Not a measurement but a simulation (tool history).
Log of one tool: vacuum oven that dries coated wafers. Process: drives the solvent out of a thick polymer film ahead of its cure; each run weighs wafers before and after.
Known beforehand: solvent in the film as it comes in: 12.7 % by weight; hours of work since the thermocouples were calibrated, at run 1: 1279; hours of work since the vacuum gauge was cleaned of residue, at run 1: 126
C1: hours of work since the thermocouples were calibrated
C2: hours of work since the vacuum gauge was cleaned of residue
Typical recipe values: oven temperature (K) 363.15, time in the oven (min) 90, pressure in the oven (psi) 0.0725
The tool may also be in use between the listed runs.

{"run": 1, "hour": 0.0, "oven temperature (K)": 363.15, "time in the oven (min)": 90, "pressure in the oven (psi)": 0.0725, "C1": 1279, "C2": 126, "solvent left in the film (%)": 1.05}
{"run": 2, "hour": 42.1, "oven temperature (K)": 368.15, "time in the oven (min)": 90, "pressure in the oven (psi)": 0.0725, "C1": 1311, "C2": 157, "solvent left in the film (%)": 0.5}
{"run": 3, "hour": 63.7, "oven temperature (K)": 368.15, "time in the oven (min)": 90, "pressure in the oven (psi)": 0.0725, "C1": 1327, "C2": 173, "solvent left in the film (%)": 0.56}
{"run": 4, "hour": 101.3, "oven temperature (K)": 363.15, "time in the oven (min)": 90, "pressure in the oven (psi)": 0.0725, "C1": 1355, "C2": 201, "solvent left in the film (%)": 1.02}
{"run": 5, "hour": 130.9, "oven temperature (K)": 363.15, "time in the oven (min)": 90, "pressure in the oven (psi)": 0.2308, "C1": 1376, "C2": 223, "solvent left in the film (%)": 1.53}
{"run": 6, "hour": 152.2, "oven temperature (K)": 363.15, "time in the oven (min)": 61, "pressure in the oven (psi)": 0.0725, "C1": 1392, "C2": 239, "solvent left in the film (%)": 2.08}
{"run": 7, "hour": 183.1, "oven temperature (K)": 363.15, "time in the oven (min)": 61, "pressure in the oven (psi)": 0.0725, "C1": 1415, "C2": 262, "solvent left in the film (%)": 2.17}
{"run": 8, "hour": 221.4, "oven temperature (K)": 363.15, "time in the oven (min)": 99, "pressure in the oven (psi)": 0.0725, "C1": 1444, "C2": 290, "solvent left in the film (%)": 0.86}
{"run": 9, "hour": 248.8, "oven temperature (K)": 363.15, "time in the oven (min)": 90, "pressure in the oven (psi)": 0.0725, "C1": 1464, "C2": 311, "solvent left in the film (%)": 1.07}
{"run": 10, "hour": 290.0, "oven temperature (K)": 363.15, "time in the oven (min)": 122, "pressure in the oven (psi)": 0.0725, "C1": 1494, "C2": 341, "solvent left in the film (%)": 0.6}
{"run": 11, "hour": 316.1, "oven temperature (K)": 363.15, "time in the oven (min)": 122, "pressure in the oven (psi)": 0.0725, "C1": 1514, "C2": 361, "solvent left in the film (%)": 0.61}
{"run": 12, "hour": 348.3, "oven temperature (K)": 363.15, "time in the oven (min)": 122, "pressure in the oven (psi)": 0.0725, "C1": 1538, "C2": 384, "solvent left in the film (%)": 0.65}
{"run": 13, "hour": 369.8, "oven temperature (K)": 360.15, "time in the oven (min)": 122, "pressure in the oven (psi)": 0.0725, "C1": 1554, "C2": 400, "solvent left in the film (%)": 1.02}
{"run": 14, "hour": 408.2, "oven temperature (K)": 360.15, "time in the oven (min)": 122, "pressure in the oven (psi)": 0.0725, "C1": 1582, "C2": 429, "solvent left in the film (%)": 0.9}
{"hour": 412.7, "done": "oven's thermocouples calibrated"}
{"run": 15, "hour": 448.6, "oven temperature (K)": 363.15, "time in the oven (min)": 75, "pressure in the oven (psi)": 0.0725, "C1": 27, "C2": 457, "solvent left in the film (%)": 1.92}
{"run": 16, "hour": 476.5, "oven temperature (K)": 363.15, "time in the oven (min)": 75, "pressure in the oven (psi)": 0.0725, "C1": 47, "C2": 478, "solvent left in the film (%)": 1.83}
{"run": 17, "hour": 495.6, "oven temperature (K)": 363.15, "time in the oven (min)": 46, "pressure in the oven (psi)": 0.0419, "C1": 61, "C2": 492, "solvent left in the film (%)": 3.45}
{"run": 18, "hour": 540.0, "oven temperature (K)": 363.15, "time in the oven (min)": 46, "pressure in the oven (psi)": 0.0419, "C1": 94, "C2": 525, "solvent left in the film (%)": 3.39}
{"run": 19, "hour": 562.1, "oven temperature (K)": 378.15, "time in the oven (min)": 107, "pressure in the oven (psi)": 0.0721, "C1": 111, "C2": 542, "solvent left in the film (%)": 0.25}
{"hour": 588.1, "done": "oven's thermocouples calibrated, once more"}
{"run": 20, "hour": 606.3, "oven temperature (K)": 376.15, "time in the oven (min)": 46, "pressure in the oven (psi)": 0.258, "C1": 14, "C2": 573, "solvent left in the film (%)": 0.89}
{"run": 21, "hour": 628.5, "oven temperature (K)": 375.15, "time in the oven (min)": 52, "pressure in the oven (psi)": 0.258, "C1": 30, "C2": 589, "solvent left in the film (%)": 0.87}
{"run": 22, "hour": 649.3, "oven temperature (K)": 352.15, "time in the oven (min)": 90, "pressure in the oven (psi)": 0.0963, "C1": 45, "C2": 605, "solvent left in the film (%)": 2.75}
{"run": 23, "hour": 689.9, "oven temperature (K)": 352.15, "time in the oven (min)": 90, "pressure in the oven (psi)": 0.0963, "C1": 76, "C2": 635, "solvent left in the film (%)": 2.71}
{"run": 24, "hour": 734.0, "oven temperature (K)": 351.15, "time in the oven (min)": 85, "pressure in the oven (psi)": 0.0821, "C1": 108, "C2": 667, "solvent left in the film (%)": 3.09}
{"run": 25, "hour": 774.7, "oven temperature (K)": 351.15, "time in the oven (min)": 85, "pressure in the oven (psi)": 0.1727, "C1": 138, "C2": 698, "solvent left in the film (%)": 3.54}
{"run": 26, "hour": 813.0, "oven temperature (K)": 349.15, "time in the oven (min)": 100, "pressure in the oven (psi)": 0.0725, "C1": 167, "C2": 726, "solvent left in the film (%)": 2.98}
{"run": 27, "hour": 842.2, "oven temperature (K)": 349.15, "time in the oven (min)": 100, "pressure in the oven (psi)": 0.0725, "C1": 188, "C2": 748, "solvent left in the film (%)": 3.06}
{"run": 28, "hour": 875.8, "oven temperature (K)": 364.15, "time in the oven (min)": 95, "pressure in the oven (psi)": 0.2598, "C1": 213, "C2": 773, "solvent left in the film (%)": 1.14}
{"run": 29, "hour": 920.7, "oven temperature (K)": 364.15, "time in the oven (min)": 95, "pressure in the oven (psi)": 0.2598, "C1": 247, "C2": 806, "solvent left in the film (%)": 1.13}
{"run": 30, "hour": 953.4, "oven temperature (K)": 363.15, "time in the oven (min)": 126, "pressure in the oven (psi)": 0.1661, "C1": 271, "C2": 830, "solvent left in the film (%)": 0.76}
{"run": 31, "hour": 977.5, "oven temperature (K)": 363.15, "time in the oven (min)": 126, "pressure in the oven (psi)": 0.1661, "C1": 289, "C2": 848, "solvent left in the film (%)": 0.83}
{"run": 32, "hour": 998.5, "oven temperature (K)": 359.15, "time in the oven (min)": 51, "pressure in the oven (psi)": 0.1037, "C1": 304, "C2": 864, "solvent left in the film (%)": 3.29}

Here are 3 independent what-if runs from the current tool condition. What would each one return?
{"run": "A", "hour": 1033.3, "oven temperature (K)": 365.15, "time in the oven (min)": 94, "pressure in the oven (psi)": 0.0725, "C1": 330, "C2": 889, "solvent left in the film (%)": "?"}
{"run": "B", "hour": 1033.3, "oven temperature (K)": 359.15, "time in the oven (min)": 107, "pressure in the oven (psi)": 0.1176, "C1": 330, "C2": 889, "solvent left in the film (%)": "?"}
{"run": "C", "hour": 1033.3, "oven temperature (K)": 353.15, "time in the oven (min)": 90, "pressure in the oven (psi)": 0.0965, "C1": 330, "C2": 889, "solvent left in the film (%)": "?"}

run=A solvent_left_in_the_film_(%)=0.74
run=B solvent_left_in_the_film_(%)=1.16
run=C solvent_left_in_the_film_(%)=2.62
Without the tool's hidden state the same runs would have given:
run=A solvent_left_in_the_film_(%)=0.57
run=B solvent_left_in_the_film_(%)=0.91
run=C solvent_left_in_the_film_(%)=2.25
